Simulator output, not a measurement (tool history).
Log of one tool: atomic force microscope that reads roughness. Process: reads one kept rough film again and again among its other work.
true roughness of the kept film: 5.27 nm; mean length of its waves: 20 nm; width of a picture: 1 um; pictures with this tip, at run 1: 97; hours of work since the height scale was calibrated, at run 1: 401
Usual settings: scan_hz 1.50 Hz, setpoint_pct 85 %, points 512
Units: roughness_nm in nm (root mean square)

run	hour	scan_hz	setpoint_pct	points	pictures with this tip	hours of work since the height scale was calibrated	roughness_nm
1	0.0	1.50	85	512	97	401	2.814
2	24.7	1.50	85	512	159	420	2.636
3	45.0	1.50	85	512	210	436	2.470
4	63.2	1.50	85	512	255	450	2.356
5	76.8	1.50	59	512	290	461	2.605
6	104.2	1.50	59	512	358	482	2.428
# hour 108.4: new tip fitted
7	120.3	1.50	59	512	30	494	3.486
8	143.6	1.50	85	512	89	512	2.821
9	171.7	1.50	85	512	159	534	2.614
10	193.7	1.50	68	512	214	551	2.724
11	210.9	1.50	85	512	258	564	2.330
12	233.0	1.50	85	512	313	581	2.217
13	248.2	1.50	85	512	351	593	2.114
# hour 254.9: new tip fitted
14	271.8	0.55	85	512	42	611	3.363
15	286.5	0.55	85	512	79	622	3.230
16	312.6	0.55	85	512	144	642	2.962
17	331.4	0.55	85	512	192	657	2.812
18	344.5	0.55	85	512	224	667	2.728
19	363.8	1.50	85	838	273	682	2.329
20	386.7	1.50	85	838	330	700	2.226
# hour 389.5: height scale calibrated on a step standard
# hour 402.0: new tip fitted
21	414.9	1.50	85	729	32	19	3.071
22	437.3	3.09	85	512	88	37	2.435
23	454.8	2.73	84	364	132	50	2.392
# hour 467.4: height scale calibrated on a step standard, once more
24	483.3	2.73	84	364	201	12	2.236
25	504.4	1.50	61	276	254	29	2.627
26	526.8	1.50	61	276	310	46	2.509
27	544.9	1.01	70	561	356	60	2.423
# hour 549.3: new tip fitted
28	557.6	0.50	74	789	20	69	3.536
29	582.4	2.40	65	461	83	89	3.077
30	610.0	2.40	65	461	152	110	2.846
31	637.9	2.40	65	461	222	132	2.647
32	665.2	0.96	81	617	290	153	2.480
33	687.4	0.96	81	617	346	170	2.344
# hour 694.8: new tip fitted
34	701.4	1.50	59	281	17	180	3.526
35	724.2	1.50	59	512	74	198	3.301
36	749.9	1.50	59	512	139	218	3.065
37	763.3	1.50	81	707	172	228	2.669

Forecast each of these 3 alternatives for the next run:
A	788.0	0.98	85	512	234	247	?
B	788.0	1.50	73	784	234	247	?
C	788.0	3.98	81	280	234	247	?

run	roughness_nm
A	2.596
B	2.627
C	2.010
Without the tool's hidden state the same runs would have given:
run	roughness_nm
A	3.435
B	3.477
C	2.659

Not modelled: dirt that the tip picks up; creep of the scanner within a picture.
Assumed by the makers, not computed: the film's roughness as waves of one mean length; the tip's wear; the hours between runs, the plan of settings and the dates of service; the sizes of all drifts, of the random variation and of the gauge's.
